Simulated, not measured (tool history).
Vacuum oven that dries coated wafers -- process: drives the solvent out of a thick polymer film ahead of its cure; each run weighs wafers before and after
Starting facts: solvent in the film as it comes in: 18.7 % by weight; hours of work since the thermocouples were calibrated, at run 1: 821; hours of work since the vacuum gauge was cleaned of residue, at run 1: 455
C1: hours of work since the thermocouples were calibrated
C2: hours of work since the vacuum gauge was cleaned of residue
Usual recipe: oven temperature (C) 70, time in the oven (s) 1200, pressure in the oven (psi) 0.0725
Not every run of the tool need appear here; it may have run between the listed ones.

run 1 hour=0 | oven_temperature_(C)=70 time_in_the_oven_(s)=1200 pressure_in_the_oven_(psi)=0.0725 | C1=821 C2=455 | solvent_left_in_the_film_(%)=4.38
run 2 hour=10.6 | oven_temperature_(C)=70 time_in_the_oven_(s)=1020 pressure_in_the_oven_(psi)=0.0725 | C1=827 C2=461 | solvent_left_in_the_film_(%)=5.31
run 3 hour=24.1 | oven_temperature_(C)=57 time_in_the_oven_(s)=1200 pressure_in_the_oven_(psi)=0.0725 | C1=835 C2=469 | solvent_left_in_the_film_(%)=9.12
run 4 hour=40.2 | oven_temperature_(C)=63 time_in_the_oven_(s)=1200 pressure_in_the_oven_(psi)=0.0725 | C1=845 C2=479 | solvent_left_in_the_film_(%)=7
run 5 hour=52.6 | oven_temperature_(C)=63 time_in_the_oven_(s)=1200 pressure_in_the_oven_(psi)=0.0725 | C1=853 C2=487 | solvent_left_in_the_film_(%)=7
run 6 hour=66.6 | oven_temperature_(C)=63 time_in_the_oven_(s)=2160 pressure_in_the_oven_(psi)=0.0725 | C1=862 C2=496 | solvent_left_in_the_film_(%)=3.77
run 7 hour=80.4 | oven_temperature_(C)=63 time_in_the_oven_(s)=2160 pressure_in_the_oven_(psi)=0.0725 | C1=870 C2=504 | solvent_left_in_the_film_(%)=3.76
run 8 hour=95.5 | oven_temperature_(C)=63 time_in_the_oven_(s)=2160 pressure_in_the_oven_(psi)=0.0725 | C1=880 C2=513 | solvent_left_in_the_film_(%)=3.75
run 9 hour=105.7 | oven_temperature_(C)=63 time_in_the_oven_(s)=2160 pressure_in_the_oven_(psi)=0.0725 | C1=886 C2=520 | solvent_left_in_the_film_(%)=3.76
run 10 hour=117.1 | oven_temperature_(C)=75 time_in_the_oven_(s)=1200 pressure_in_the_oven_(psi)=0.0725 | C1=893 C2=527 | solvent_left_in_the_film_(%)=2.72
run 11 hour=129 | oven_temperature_(C)=75 time_in_the_oven_(s)=1200 pressure_in_the_oven_(psi)=0.0725 | C1=900 C2=534 | solvent_left_in_the_film_(%)=2.74
run 12 hour=148.8 | oven_temperature_(C)=70 time_in_the_oven_(s)=1200 pressure_in_the_oven_(psi)=0.0725 | C1=912 C2=546 | solvent_left_in_the_film_(%)=4.41
run 13 hour=165.9 | oven_temperature_(C)=70 time_in_the_oven_(s)=1200 pressure_in_the_oven_(psi)=0.126 | C1=923 C2=557 | solvent_left_in_the_film_(%)=4.49
run 14 hour=174.9 | oven_temperature_(C)=70 time_in_the_oven_(s)=1200 pressure_in_the_oven_(psi)=0.0725 | C1=928 C2=562 | solvent_left_in_the_film_(%)=4.33
run 15 hour=187.4 | oven_temperature_(C)=70 time_in_the_oven_(s)=1200 pressure_in_the_oven_(psi)=0.0725 | C1=936 C2=570 | solvent_left_in_the_film_(%)=4.44
run 16 hour=206.3 | oven_temperature_(C)=70 time_in_the_oven_(s)=1200 pressure_in_the_oven_(psi)=0.0725 | C1=948 C2=582 | solvent_left_in_the_film_(%)=4.42
run 17 hour=223.6 | oven_temperature_(C)=70 time_in_the_oven_(s)=1200 pressure_in_the_oven_(psi)=0.0725 | C1=958 C2=592 | solvent_left_in_the_film_(%)=4.38
run 18 hour=240 | oven_temperature_(C)=70 time_in_the_oven_(s)=1620 pressure_in_the_oven_(psi)=0.0725 | C1=969 C2=603 | solvent_left_in_the_film_(%)=2.88
run 19 hour=253.4 | oven_temperature_(C)=82 time_in_the_oven_(s)=1380 pressure_in_the_oven_(psi)=0.0725 | C1=977 C2=611 | solvent_left_in_the_film_(%)=0.72
run 20 hour=263.1 | oven_temperature_(C)=80 time_in_the_oven_(s)=1380 pressure_in_the_oven_(psi)=0.0383 | C1=983 C2=617 | solvent_left_in_the_film_(%)=1.05
run 21 hour=281.5 | oven_temperature_(C)=68 time_in_the_oven_(s)=720 pressure_in_the_oven_(psi)=0.1247 | C1=994 C2=628 | solvent_left_in_the_film_(%)=7.97
run 22 hour=296.6 | oven_temperature_(C)=82 time_in_the_oven_(s)=1980 pressure_in_the_oven_(psi)=0.0522 | C1=1003 C2=637 | solvent_left_in_the_film_(%)=0.24
run 23 hour=311.3 | oven_temperature_(C)=82 time_in_the_oven_(s)=1980 pressure_in_the_oven_(psi)=0.0522 | C1=1012 C2=646 | solvent_left_in_the_film_(%)=0.22
run 24 hour=319.5 | oven_temperature_(C)=75 time_in_the_oven_(s)=1200 pressure_in_the_oven_(psi)=0.0725 | C1=1018 C2=652 | solvent_left_in_the_film_(%)=2.79
run 25 hour=337.7 | oven_temperature_(C)=59 time_in_the_oven_(s)=660 pressure_in_the_oven_(psi)=0.1812 | C1=1029 C2=663 | solvent_left_in_the_film_(%)=11.18
run 26 hour=346.9 | oven_temperature_(C)=59 time_in_the_oven_(s)=660 pressure_in_the_oven_(psi)=0.1812 | C1=1034 C2=668 | solvent_left_in_the_film_(%)=11.23
-- hour=351.5 oven's thermocouples calibrated
run 27 hour=363.3 | oven_temperature_(C)=59 time_in_the_oven_(s)=1200 pressure_in_the_oven_(psi)=0.0395 | C1=7 C2=677 | solvent_left_in_the_film_(%)=8.41
run 28 hour=374.5 | oven_temperature_(C)=57 time_in_the_oven_(s)=1140 pressure_in_the_oven_(psi)=0.1476 | C1=14 C2=684 | solvent_left_in_the_film_(%)=9.45
run 29 hour=384.2 | oven_temperature_(C)=69 time_in_the_oven_(s)=840 pressure_in_the_oven_(psi)=0.2496 | C1=20 C2=690 | solvent_left_in_the_film_(%)=6.86
run 30 hour=397.8 | oven_temperature_(C)=69 time_in_the_oven_(s)=840 pressure_in_the_oven_(psi)=0.2496 | C1=29 C2=699 | solvent_left_in_the_film_(%)=6.9
run 31 hour=412 | oven_temperature_(C)=57 time_in_the_oven_(s)=660 pressure_in_the_oven_(psi)=0.0802 | C1=37 C2=707 | solvent_left_in_the_film_(%)=11.61
run 32 hour=422 | oven_temperature_(C)=57 time_in_the_oven_(s)=660 pressure_in_the_oven_(psi)=0.0802 | C1=43 C2=714 | solvent_left_in_the_film_(%)=11.62
run 33 hour=432.8 | oven_temperature_(C)=57 time_in_the_oven_(s)=660 pressure_in_the_oven_(psi)=0.0802 | C1=50 C2=720 | solvent_left_in_the_film_(%)=11.48
run 34 hour=443.9 | oven_temperature_(C)=73 time_in_the_oven_(s)=1200 pressure_in_the_oven_(psi)=0.0725 | C1=57 C2=727 | solvent_left_in_the_film_(%)=3.35
run 35 hour=455.8 | oven_temperature_(C)=73 time_in_the_oven_(s)=1200 pressure_in_the_oven_(psi)=0.0725 | C1=64 C2=734 | solvent_left_in_the_film_(%)=3.41

Entry by entry between the runs, the difference in hidden state between the last listed run before and the first listed run after:
From run 26 to run 27: oven's thermocouples calibrated (hour 351.5)
  true wafer temperature over the reading, C: 0.09 -> 0.01; true pressure over the reading, kPa: 0.009 -> 0.01
